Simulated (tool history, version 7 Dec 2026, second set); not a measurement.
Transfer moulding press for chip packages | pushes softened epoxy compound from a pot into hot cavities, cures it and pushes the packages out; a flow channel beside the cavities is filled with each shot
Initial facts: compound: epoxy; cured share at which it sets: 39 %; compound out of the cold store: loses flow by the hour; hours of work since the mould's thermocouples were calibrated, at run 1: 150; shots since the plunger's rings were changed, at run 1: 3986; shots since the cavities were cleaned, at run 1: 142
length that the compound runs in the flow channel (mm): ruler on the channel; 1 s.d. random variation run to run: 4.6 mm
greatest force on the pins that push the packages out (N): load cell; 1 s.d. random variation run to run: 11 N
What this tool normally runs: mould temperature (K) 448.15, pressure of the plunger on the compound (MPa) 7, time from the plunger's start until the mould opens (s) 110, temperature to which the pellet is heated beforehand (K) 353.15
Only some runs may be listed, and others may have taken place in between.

run   hour  mould temperature (K)  pressure of the plunger on the compound (MPa)  time from the plunger's start until the mould opens (s)  temperature to which the pellet is heated beforehand (K)  hours of work since the mould's thermocouples were calibrated  shots since the plunger's rings were changed  shots since the cavities were cleaned  incoming compound's hours out of the cold store  length that the compound runs in the flow channel (mm)  greatest force on the pins that push the packages out (N)
  1      0                 448.15                                              7                                                      110                                                    353.15                                                            150                                          3986                                    142                                             16.4                                                     705                                                        607
  2    9.1                 448.15                                              7                                                      110                                                    353.15                                                            155                                          4084                                    240                                              8.6                                                     720                                                        647
  3   13.9                 448.15                                              7                                                      110                                                    353.15                                                            158                                          4135                                    291                                             31.7                                                     650                                                        628
  4   19.7                 448.15                                              7                                                      110                                                    353.15                                                            162                                          4198                                    354                                             24.6                                                     669                                                        648
  5     26                 448.15                                              7                                                      110                                                    353.15                                                            166                                          4265                                    421                                             47.3                                                     605                                                        653
  6   30.3                 448.15                                              7                                                      110                                                    362.15                                                            169                                          4312                                    468                                             24.8                                                     677                                                        698
      33.3  -- cavities cleaned with cleaning compound and waxed
  7   36.5                 448.15                                              7                                                      110                                                    362.15                                                            172                                          4362                                     35                                             15.1                                                     697                                                        800
  8   44.9                 448.15                                              7                                                      110                                                    362.15                                                            177                                          4452                                    125                                             43.1                                                     614                                                        795
  9   52.6                 448.15                                              7                                                      110                                                    353.15                                                            182                                          4535                                    208                                             32.2                                                     644                                                        827
 10   61.2                 448.15                                              7                                                      110                                                    353.15                                                            187                                          4628                                    301                                             40.4                                                     629                                                        844
 11   67.8                 448.15                                           5.89                                                      110                                                    353.15                                                            191                                          4698                                    371                                             23.6                                                     619                                                        855
      71.3  -- plunger's sealing rings changed
        77  -- cavities cleaned with cleaning compound and waxed, once more
 12   79.3                 448.15                                              7                                                      130                                                    353.15                                                            196                                            70                                     25                                             14.5                                                     729                                                        453
 13   83.9                 448.15                                              7                                                      130                                                    353.15                                                            199                                           119                                     74                                             44.4                                                     645                                                        481
 14     93                 448.15                                              7                                                      110                                                    353.15                                                            205                                           217                                    172                                             32.2                                                     682                                                        586
 15   97.9                 448.15                                              7                                                      110                                                    353.15                                                            208                                           270                                    225                                             37.3                                                     654                                                        597
 16  101.9                 443.15                                              7                                                      101                                                    350.15                                                            210                                           313                                    268                                             45.1                                                     651                                                        953
 17    108                 444.15                                              7                                                      101                                                    362.15                                                            214                                           378                                    333                                             11.4                                                     751                                                       1022
 18  115.7                 453.15                                              7                                                      101                                                    362.15                                                            219                                           461                                    416                                             33.8                                                     656                                                        611
     123.6  -- cavities cleaned with cleaning compound and waxed
 19  126.1                 456.15                                              7                                                      141                                                    359.15                                                            225                                           556                                     27                                             17.9                                                     693                                                        406

Run 20 comes next. What will it give?
 20  133.8                 454.15                                              7                                                       91                                                    353.15                                                            230                                           639                                    110                                             17.8                                                       ?                                                          ?

length that the compound runs in the flow channel (mm): 704
greatest force on the pins that push the packages out (N): 567
With no hidden state in the tool, this same run would have given length that the compound runs in the flow channel (mm) 711, greatest force on the pins that push the packages out (N) 518.

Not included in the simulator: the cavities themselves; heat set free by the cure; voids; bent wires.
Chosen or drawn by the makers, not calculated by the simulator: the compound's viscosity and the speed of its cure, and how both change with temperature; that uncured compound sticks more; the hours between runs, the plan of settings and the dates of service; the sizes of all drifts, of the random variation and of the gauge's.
